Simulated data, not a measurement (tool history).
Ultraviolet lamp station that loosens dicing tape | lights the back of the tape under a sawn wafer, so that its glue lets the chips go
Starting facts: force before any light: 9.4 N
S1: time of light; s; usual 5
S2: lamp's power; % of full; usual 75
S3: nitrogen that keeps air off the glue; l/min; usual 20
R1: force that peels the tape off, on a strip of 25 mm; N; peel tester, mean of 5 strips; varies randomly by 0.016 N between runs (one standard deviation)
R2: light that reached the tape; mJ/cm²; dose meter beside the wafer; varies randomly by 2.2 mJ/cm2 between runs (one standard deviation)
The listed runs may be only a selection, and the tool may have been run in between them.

run    hour  S1  S2  S3     R1   R2
  1     0.0   5  75  20  0.773  207
  2    95.9   5  75  20  0.781  200
  3   168.1   5  75  20  0.761  201
  4   262.8   5  75  20  0.782  204
      321.1  -- window cleaned of glue's vapour
  5   356.2   2  75  20  3.238   82
  6   420.7   5  75  20  0.742  202
  7   524.8   5  75  20  0.795  202
  8   627.4   5  75   9  1.413  203
  9   707.5   5  75   9  1.467  203
 10   771.8   7  75  20  0.384  289
 11   829.0   5  75  20  0.781  206
 12   910.4   5  75  20  0.774  201
      925.5  -- window cleaned of glue's vapour
 13   971.6   5  75  20  0.781  204
 14  1029.6   5  75  20  0.784  205
 15  1108.5   5  75  20  0.789  199
 16  1193.9   5  75  20  0.771  202
 17  1255.4   5  75  20  0.779  203
 18  1305.5   5  75  20  0.769  204
 19  1383.9   5  75  23  0.691  204
 20  1462.3   5  75  23  0.689  203
     1526.5  -- window cleaned of glue's vapour
     1543.3  -- lamp changed
 21  1565.5   5  75  23  0.719  203
 22  1645.3   5  75  23  0.714  202
 23  1710.5   9  75   9  0.460  361
 24  1790.1   9  75   9  0.465  366
 25  1871.9   9  75   9  0.478  371
 26  1958.9   2  75  22  3.126   83
 27  2020.9   8  78   9  0.549  338
 28  2111.6   8  78   9  0.560  342
     2132.6  -- window cleaned of glue's vapour
 29  2204.5   5  75  20  0.783  208
 30  2259.4   5  75  20  0.780  202
 31  2355.9   5  86  35  0.399  232
 32  2410.9   5  86  35  0.399  236
 33  2453.5   5  63   9  1.978  176
 34  2506.3   5  63   9  1.903  171
 35  2555.4   5  63   9  1.954  177
 36  2624.3   5  63   9  1.893  171
 37  2704.1   6  81   6  1.297  266
     2732.6  -- window cleaned of glue's vapour
 38  2756.9   4  79  20  1.065  170
 39  2811.5   5  73  20  0.819  197
 40  2858.1   5  73  20  0.841  201
 41  2952.1   5  99   9  0.865  266
 42  3041.4   5  99   9  0.878  267
 43  3117.8   5  99   9  0.867  266

What does the tool deliver on the next run?
 44  3219.0   5  99   9   ?   ?

R1: 0.876 N
R2: 266 mJ/cm²
Take away the tool's hidden state, keep the run-to-run variation as it was, and the same run would have given R1 0.873 N, R2 266 mJ/cm².
